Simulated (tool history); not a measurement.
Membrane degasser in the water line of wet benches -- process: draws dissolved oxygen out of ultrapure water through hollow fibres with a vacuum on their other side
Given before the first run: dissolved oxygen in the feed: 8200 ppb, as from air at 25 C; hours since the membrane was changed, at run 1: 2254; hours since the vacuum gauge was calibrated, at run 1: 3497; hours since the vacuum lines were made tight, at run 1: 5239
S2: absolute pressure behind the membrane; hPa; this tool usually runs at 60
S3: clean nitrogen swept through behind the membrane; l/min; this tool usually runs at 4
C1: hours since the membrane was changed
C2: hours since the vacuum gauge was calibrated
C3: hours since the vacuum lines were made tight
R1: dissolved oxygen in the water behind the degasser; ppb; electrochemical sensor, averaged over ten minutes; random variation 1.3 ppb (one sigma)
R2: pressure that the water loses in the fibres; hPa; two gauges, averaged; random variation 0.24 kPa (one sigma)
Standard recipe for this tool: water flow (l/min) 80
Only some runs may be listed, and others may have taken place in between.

run 1 hour=0 | water_flow_(l/min)=80 S2=60 S3=4 | C1=2254 C2=3497 C3=5239 | R1=134.6 R2=634.2
run 2 hour=129.8 | water_flow_(l/min)=80 S2=60 S3=4 | C1=2384 C2=3627 C3=5369 | R1=137.2 R2=640.3
run 3 hour=220.7 | water_flow_(l/min)=80 S2=60 S3=4.14 | C1=2474 C2=3718 C3=5459 | R1=132.4 R2=639.6
run 4 hour=356.7 | water_flow_(l/min)=80 S2=60 S3=4 | C1=2610 C2=3854 C3=5595 | R1=137.3 R2=639.1
run 5 hour=517.3 | water_flow_(l/min)=80 S2=60 S3=4 | C1=2771 C2=4015 C3=5756 | R1=138.7 R2=641.7
run 6 hour=699.4 | water_flow_(l/min)=80 S2=60 S3=4 | C1=2953 C2=4197 C3=5938 | R1=138.6 R2=637.1
run 7 hour=844.9 | water_flow_(l/min)=80 S2=60 S3=5.37 | C1=3099 C2=4342 C3=6084 | R1=108 R2=641.7
run 8 hour=949.6 | water_flow_(l/min)=80 S2=149.9 S3=4 | C1=3203 C2=4447 C3=6188 | R1=515 R2=637
run 9 hour=1069.7 | water_flow_(l/min)=80 S2=39.1 S3=4 | C1=3323 C2=4567 C3=6308 | R1=46.5 R2=641.5
-- hour=1079.1 vacuum gauge calibrated
run 10 hour=1224.8 | water_flow_(l/min)=80 S2=39.1 S3=4 | C1=3478 C2=146 C3=6463 | R1=51.5 R2=639.1
run 11 hour=1410.1 | water_flow_(l/min)=80 S2=49.2 S3=3.08 | C1=3663 C2=331 C3=6648 | R1=118 R2=646.2
run 12 hour=1486.1 | water_flow_(l/min)=80 S2=49.2 S3=3.08 | C1=3739 C2=407 C3=6724 | R1=118.1 R2=638.4
-- hour=1525.3 seals of the vacuum lines changed
run 13 hour=1616.8 | water_flow_(l/min)=59 S2=71.8 S3=6.28 | C1=3868 C2=536 C3=91 | R1=97.9 R2=470.9
run 14 hour=1751 | water_flow_(l/min)=61 S2=59.7 S3=4 | C1=4002 C2=670 C3=226 | R1=110.9 R2=494.4
-- hour=1903.3 vacuum gauge calibrated, once more
run 15 hour=1935.7 | water_flow_(l/min)=57 S2=114.3 S3=1.73 | C1=4186 C2=32 C3=410 | R1=537 R2=460.3
run 16 hour=2040.1 | water_flow_(l/min)=57 S2=114.3 S3=1.73 | C1=4291 C2=137 C3=514 | R1=529 R2=457

Had the tool no unlogged condition, and each run kept its random variation, what would the results have been?
What the log doesn't record here: membrane still open, %; true pressure behind the membrane over the reading, kPa; air that leaks in behind the membrane, l/min; drift of the gauge itself on oxygen_ppb, %; drift of the gauge itself on loss_of_pressure_kpa, %.
run=1 R1=124.4 R2=626.1
run=2 R1=126.5 R2=631.6
run=3 R1=121.8 R2=630.6
run=4 R1=125.9 R2=629.7
run=5 R1=126.7 R2=631.7
run=6 R1=126.2 R2=626.5
run=7 R1=97.8 R2=630.6
run=8 R1=501.3 R2=625.6
run=9 R1=33.4 R2=629.6
run=10 R1=33.9 R2=626.7
run=11 R1=96 R2=633
run=12 R1=95.8 R2=625
run=13 R1=88.8 R2=460.6
run=14 R1=96.6 R2=483.4
run=15 R1=537.9 R2=449.6
run=16 R1=529.3 R2=446
